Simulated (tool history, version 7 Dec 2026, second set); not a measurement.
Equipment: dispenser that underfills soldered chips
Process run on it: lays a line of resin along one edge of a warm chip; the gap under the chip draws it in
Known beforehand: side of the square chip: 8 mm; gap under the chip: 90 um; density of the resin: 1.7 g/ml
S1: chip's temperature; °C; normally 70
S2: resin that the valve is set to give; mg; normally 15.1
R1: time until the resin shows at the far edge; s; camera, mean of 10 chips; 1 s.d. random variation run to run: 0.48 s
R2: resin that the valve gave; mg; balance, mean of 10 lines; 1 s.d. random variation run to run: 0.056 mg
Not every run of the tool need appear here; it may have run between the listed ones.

Run 1, hour 0.0: usual settings. Result: R1 53.9 s, R2 14.89 mg.
Run 2, hour 4.8: usual settings. Result: R1 66.1 s, R2 14.90 mg.
At hour 5.4: new syringe of resin.
Run 3, hour 7.8: usual settings. Result: R1 42.8 s, R2 14.86 mg.
Run 4, hour 10.7: usual settings but S2 14.3 mg. Result: R1 48.0 s, R2 14.00 mg.
Run 5, hour 13.0: usual settings. Result: R1 52.1 s, R2 14.89 mg.
Run 6, hour 16.5: usual settings. Result: R1 59.8 s, R2 14.71 mg.
At hour 19.7: new syringe of resin.
Run 7, hour 21.6: usual settings. Result: R1 40.9 s, R2 14.74 mg.
Run 8, hour 24.5: usual settings but S1 64 °C. Result: R1 60.9 s, R2 14.74 mg.
Run 9, hour 29.4: usual settings but S2 15.3 mg. Result: R1 54.0 s, R2 14.82 mg.
Run 10, hour 33.4: usual settings but S2 15.3 mg. Result: R1 63.2 s, R2 14.85 mg.
At hour 34.0: new syringe of resin.
Run 11, hour 37.6: usual settings but S2 15.3 mg. Result: R1 44.3 s, R2 14.87 mg.
Run 12, hour 42.6: usual settings but S1 71 °C. Result: R1 52.6 s, R2 14.58 mg.
Run 13, hour 46.7: usual settings but S1 71 °C, S2 14.5 mg. Result: R1 61.5 s, R2 13.97 mg.
At hour 48.2: new syringe of resin.
Run 14, hour 51.9: usual settings but S1 67 °C, S2 15.5 mg. Result: R1 52.2 s, R2 14.85 mg.
Run 15, hour 55.1: usual settings but S2 17.2 mg. Result: R1 51.5 s, R2 16.55 mg.
Run 16, hour 59.2: usual settings but S1 78 °C, S2 16.0 mg. Result: R1 42.7 s, R2 15.27 mg.

Measured minus without-hidden-state, run by run (identical run-to-run variation in each term; gauge scatter may differ):
What the log doesn't record here: resin's viscosity, % of fresh resin's; dose that the valve gives, % of what is set; true chip temperature over the reading, C; drift of the gauge itself on fill_s, %; drift of the gauge itself on given_mg, %.
run     R1     R2
  1  +16.9  -0.18
  2  +27.9  -0.23
  3   +5.2  -0.25
  4  +10.2  -0.27
  5  +14.5  -0.29
  6  +21.9  -0.33
  7   +3.5  -0.37
  8  +11.0  -0.39
  9  +17.1  -0.43
 10  +26.2  -0.47
 11   +7.2  -0.51
 12  +16.0  -0.55
 13  +25.1  -0.56
 14   +9.2  -0.63
 15  +13.6  -0.74
 16  +15.7  -0.71

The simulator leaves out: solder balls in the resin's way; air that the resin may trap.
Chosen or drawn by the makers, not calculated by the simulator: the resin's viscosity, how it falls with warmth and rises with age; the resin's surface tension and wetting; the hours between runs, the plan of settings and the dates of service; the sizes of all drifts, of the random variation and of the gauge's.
